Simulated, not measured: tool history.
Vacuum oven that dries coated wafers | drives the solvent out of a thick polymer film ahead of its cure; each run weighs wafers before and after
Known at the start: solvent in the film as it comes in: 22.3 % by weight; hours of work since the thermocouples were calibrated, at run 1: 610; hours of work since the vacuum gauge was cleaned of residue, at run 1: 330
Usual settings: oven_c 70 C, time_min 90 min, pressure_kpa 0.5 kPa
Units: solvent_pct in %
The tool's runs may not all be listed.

run   hour  oven_c  time_min  pressure_kpa  hours of work since the thermocouples were calibrated  hours of work since the vacuum gauge was cleaned of residue  solvent_pct
  1      0      70        90           0.5                                                    610                                                          330         1.08
  2   11.6      70        90           0.5                                                    618                                                          337         1.08
  3   24.8      70        90           0.5                                                    626                                                          346         1.05
  4   35.6      70        90           0.5                                                    633                                                          353         1.07
  5   47.7      70        90           0.5                                                    640                                                          360         1.09
  6   59.8      70        90           0.5                                                    648                                                          368         1.05
  7   70.3      70       115           0.5                                                    655                                                          375         0.59
  8   85.3      77        90           0.5                                                    664                                                          384         0.42
  9   99.3      77        90           0.5                                                    673                                                          393         0.41
 10  109.8      77        90           0.5                                                    680                                                          400         0.41
     112.6  -- oven's thermocouples calibrated
 11  122.9      70        90           0.5                                                      7                                                          407         0.97
 12    138      70        90           0.5                                                     16                                                          417         1.01
 13  147.7      70        90           0.5                                                     22                                                          423         1.04
 14  164.3      70        90           0.5                                                     33                                                          433         0.98
 15  174.6      70        90           0.5                                                     39                                                          440         1.02
 16  187.8      70        90         1.447                                                     48                                                          448         1.31
 17  198.3      70       157          1.12                                                     54                                                          455         0.46
     204.4  -- oven's thermocouples calibrated, once more
 18  208.7      70       157          1.12                                                      3                                                          460         0.56
 19  216.6      68        47          1.12                                                      8                                                          465         5.06
 20  227.5      68        99         0.935                                                     15                                                          472         1.47
 21  239.8      70        73         0.344                                                     22                                                          480         1.91
 22  256.8      77        90           0.5                                                     33                                                          491         0.49
 23    272      63       118           0.5                                                     43                                                          500         1.61
 24  286.9      65       101          0.28                                                     52                                                          510         1.72
 25  301.9      78       100         1.148                                                     62                                                          519         0.52
 26  317.9      59       160         1.775                                                     72                                                          530         2.11
 27  325.8      72        56         0.792                                                     77                                                          535         2.76
 28    333      70       116         0.729                                                     82                                                          539         0.74
 29  346.2      59        85           0.5                                                     90                                                          548         4.32
 30  361.3      71        48         1.673                                                    100                                                          557          4.1
 31  372.7      71        48         1.673                                                    107                                                          564         4.13

Forecast each of these 3 alternatives for the next run:
  A  386.9      80        75         0.529                                                    116                                                          573            ?
  B  386.9      68        48         0.576                                                    116                                                          573            ?
  C  386.9      68        90         0.957                                                    116                                                          573            ?

run  solvent_pct
  A          0.5
  B         4.73
  C         1.76
Without the tool's hidden state the same runs would have given:
run  solvent_pct
  A         0.47
  B         4.78
  C         1.75
